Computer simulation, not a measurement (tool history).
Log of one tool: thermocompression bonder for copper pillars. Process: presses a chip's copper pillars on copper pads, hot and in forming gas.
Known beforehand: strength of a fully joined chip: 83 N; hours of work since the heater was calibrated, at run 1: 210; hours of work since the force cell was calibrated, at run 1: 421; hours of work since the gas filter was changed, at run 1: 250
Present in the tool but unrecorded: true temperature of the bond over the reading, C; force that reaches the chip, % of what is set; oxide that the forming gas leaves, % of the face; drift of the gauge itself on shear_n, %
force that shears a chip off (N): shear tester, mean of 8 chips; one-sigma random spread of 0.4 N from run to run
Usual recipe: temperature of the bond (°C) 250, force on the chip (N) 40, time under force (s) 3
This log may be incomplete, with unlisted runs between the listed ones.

run   hour  temperature of the bond (°C)  force on the chip (N)  time under force (s)  hours of work since the heater was calibrated  hours of work since the force cell was calibrated  hours of work since the gas filter was changed  force that shears a chip off (N)
  1    0.0                           250                     40                     3                                            210                                                421                                             250                              41.0
  2   13.2                           250                     40                     3                                            217                                                428                                             257                              41.4
  3   22.6                           250                     40                     3                                            222                                                433                                             262                              40.8
  4   42.0                           250                     40                     3                                            232                                                444                                             272                              41.2
  5   54.9                           250                     40                     2                                            239                                                451                                             279                              35.4
      70.1  -- forming gas filter changed
  6   74.7                           250                     40                     3                                            250                                                461                                               3                              43.5
  7   94.9                           250                     40                     3                                            261                                                472                                              13                              43.2
  8  113.1                           250                     40                     3                                            271                                                482                                              23                              42.4
  9  125.5                           250                     40                     3                                            277                                                488                                              30                              43.3
     129.1  -- heater calibrated with a thermocouple chip
 10  140.9                           250                     40                     3                                              6                                                496                                              37                              42.1
 11  155.5                           250                     40                     3                                             14                                                503                                              45                              42.3
 12  166.9                           250                     40                     3                                             20                                                510                                              51                              42.8
 13  184.8                           250                     34                     3                                             30                                                519                                              61                              38.6
 14  198.1                           250                     34                     3                                             37                                                526                                              68                              37.2
     210.9  -- heater calibrated with a thermocouple chip, once more
 15  215.7                           250                     34                     3                                              3                                                535                                              76                              38.6
 16  225.2                           250                     34                     3                                              8                                                540                                              81                              38.9
 17  236.4                           252                     40                     3                                             14                                                546                                              87                              44.1
 18  250.2                           264                     40                     5                                             21                                                553                                              95                              56.9
 19  260.5                           278                     48                     7                                             27                                                559                                             100                              71.0
 20  279.7                           250                     46                     2                                             37                                                569                                             111                              40.8
 21  297.7                           250                     46                     2                                             47                                                579                                             120                              40.7
 22  317.9                           240                     46                     3                                             58                                                590                                             131                              41.9
 23  327.9                           254                     27                     5                                             63                                                595                                             137                              40.1
 24  341.0                           234                     44                     5                                             70                                                602                                             144                              45.7
 25  350.6                           244                     44                     8                                             75                                                607                                             149                              56.9
 26  364.2                           244                     44                     8                                             83                                                615                                             156                              56.2
 27  375.0                           221                     30                     3                                             88                                                621                                             162                              24.2
 28  383.9                           225                     34                     3                                             93                                                625                                             167                              27.8
 29  395.9                           225                     34                     3                                            100                                                632                                             173                              27.9
 30  409.8                           251                     42                     4                                            107                                                639                                             181                              47.1
 31  419.0                           251                     41                     3                                            112                                                644                                             186                              42.1
 32  432.9                           251                     41                     3                                            120                                                652                                             193                              42.8
 33  447.5                           225                     29                     3                                            127                                                660                                             201                              24.7
 34  460.1                           250                     36                     2                                            134                                                666                                             208                              32.8

Forecast each of these 3 alternatives for the next run:
  A  474.5                           250                     29                     2                                            142                                                674                                             216                                 ?
  B  474.5                           250                     40                     5                                            142                                                674                                             216                                 ?
  C  474.5                           252                     40                     2                                            142                                                674                                             216                                 ?

run  force that shears a chip off (N)
  A                              28.6
  B                              48.4
  C                              36.9
With the hidden condition removed and each run's random variation left untouched, the same runs would have given:
run  force that shears a chip off (N)
  A                              30.8
  B                              51.8
  C                              39.7

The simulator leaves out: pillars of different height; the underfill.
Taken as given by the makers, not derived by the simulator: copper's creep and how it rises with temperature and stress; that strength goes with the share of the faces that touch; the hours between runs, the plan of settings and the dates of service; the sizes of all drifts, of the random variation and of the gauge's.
